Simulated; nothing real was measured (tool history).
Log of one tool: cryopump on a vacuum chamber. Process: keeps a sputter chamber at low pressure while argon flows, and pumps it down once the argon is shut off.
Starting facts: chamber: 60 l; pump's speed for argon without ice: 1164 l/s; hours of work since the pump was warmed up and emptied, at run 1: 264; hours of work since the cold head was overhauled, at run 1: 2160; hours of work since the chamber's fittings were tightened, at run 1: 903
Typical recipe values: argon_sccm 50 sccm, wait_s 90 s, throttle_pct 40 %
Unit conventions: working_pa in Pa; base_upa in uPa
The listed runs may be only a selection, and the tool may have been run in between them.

run	hour	argon_sccm	wait_s	throttle_pct	hours of work since the pump was warmed up and emptied	hours of work since the cold head was overhauled	hours of work since the chamber's fittings were tightened	working_pa	base_upa
1	0	50	90	40	264	2160	903	0.1891	3.98
2	65.7	50	90	40	316	2212	955	0.1893	4.28
3	121.2	50	90	40	360	2256	999	0.1898	4.4
# hour 193.6: leaking fittings of the chamber tightened, without venting
4	229.3	50	90	40	444	2340	28	0.193	1.66
5	298.4	73	90	40	499	2395	83	0.285	1.8
6	361.2	73	90	40	548	2445	133	0.2875	1.92
7	453.6	73	90	40	622	2518	206	0.2899	2.24
8	531.9	73	90	40	684	2580	268	0.2909	2.48
9	613.3	73	90	40	749	2645	333	0.295	2.73
10	717.9	73	90	38	832	2728	416	0.3125	3.01
11	799.8	61	111	16	897	2793	481	0.5815	3.04
# hour 809.7: pump warmed up, emptied and cooled again
12	850.2	66	40	41	32	2829	517	0.2379	4.31
13	898.7	66	40	41	71	2867	555	0.2391	4.28
14	950.3	66	40	41	112	2908	596	0.2412	4.53
15	1046.4	59	105	40	188	2984	673	0.2211	3.18
16	1089.8	26	271	37	222	3019	707	0.1058	2.72
17	1151.6	55	258	37	271	3068	756	0.2236	2.86
18	1220.2	27	253	37	326	3122	811	0.1104	3.16
19	1293.9	28	253	47	384	3181	869	0.0921	3.4

Alternative continuations, all from the tool just after run 19; predict every row:
A	1340	42	253	29	421	3217	906	?	?
B	1340	22	44	53	421	3217	906	?	?
C	1340	50	90	56	421	3217	906	?	?
D	1340	28	41	40	421	3217	906	?	?

run	working_pa	base_upa
A	0.2203	3.55
B	0.0658	5.45
C	0.1416	4.22
D	0.1084	5.59
Without the tool's unlogged condition, the same runs would have read:
run	working_pa	base_upa
A	0.2104	0.71
B	0.0607	2.62
C	0.1298	1.41
D	0.1018	2.79
